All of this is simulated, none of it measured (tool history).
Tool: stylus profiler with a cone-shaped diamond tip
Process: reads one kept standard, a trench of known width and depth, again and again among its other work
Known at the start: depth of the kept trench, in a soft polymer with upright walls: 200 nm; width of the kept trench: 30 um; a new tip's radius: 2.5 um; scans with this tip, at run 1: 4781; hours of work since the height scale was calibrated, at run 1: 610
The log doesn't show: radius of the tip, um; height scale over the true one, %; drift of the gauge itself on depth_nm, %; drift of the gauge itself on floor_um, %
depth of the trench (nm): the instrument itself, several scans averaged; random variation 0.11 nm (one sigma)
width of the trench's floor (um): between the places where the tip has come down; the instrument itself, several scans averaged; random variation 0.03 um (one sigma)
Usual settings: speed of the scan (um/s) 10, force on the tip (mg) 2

run	hour	speed of the scan (um/s)	force on the tip (mg)	scans with this tip	hours of work since the height scale was calibrated	depth of the trench (nm)	width of the trench's floor (um)
1	0	10	2	4781	610	202.09	27.71
2	47.9	10	2	5049	644	202.21	27.7
3	89.8	10	2	5283	674	201.96	27.76
4	139.6	6	2	5561	710	201.99	27.72
5	175.2	6	2	5760	735	202.26	27.73
6	205	6	2	5927	756	202.18	27.69
7	232.3	6	2	6079	776	202.3	27.72
8	274.1	6	2.01	6312	806	202.28	27.7
# hour 278.6: height scale calibrated on a step standard
9	301.1	10	2	6460	16	202.52	27.66
10	353.9	10	2	6755	54	202.53	27.6
11	382.1	10	2	6913	74	202.52	27.63
# hour 393.7: height scale calibrated on a step standard, once more
12	430.9	10	2	7182	27	201.48	27.59
13	462.7	10	2	7360	49	201.51	27.63
14	499.5	12	3.57	7566	75	202.16	27.66
15	530.9	17	2.88	7741	98	201.91	27.56
16	580.3	14	5.46	8017	133	202.83	27.58
17	626.3	34	1.38	8274	166	201.16	27.39
18	661	12	1.38	8468	191	201.36	27.52
19	683.7	5	5.24	8594	207	203.08	27.56
20	723.4	5	2.3	8816	235	201.9	27.61
21	758.3	5	2.3	9011	260	201.84	27.56
22	795.7	5	2.3	9220	287	201.84	27.64
23	834.8	15	0.77	9438	314	201.2	27.45
24	864.6	15	0.77	9605	336	200.91	27.39

Forecast each of these 5 alternatives for the next run:
A	886.8	11	2.45	9729	351	?	?
B	886.8	4	1.43	9729	351	?	?
C	886.8	10	5.76	9729	351	?	?
D	886.8	10	2.23	9729	351	?	?
E	886.8	11	0.77	9729	351	?	?

run	depth of the trench (nm)	width of the trench's floor (um)
A	201.95	27.53
B	201.59	27.53
C	203.2	27.57
D	201.84	27.47
E	201.2	27.45
Without the tool's hidden state the same runs would have given:
run	depth of the trench (nm)	width of the trench's floor (um)
A	201.52	28
B	201.16	28
C	202.76	28.04
D	201.41	27.94
E	200.77	27.92
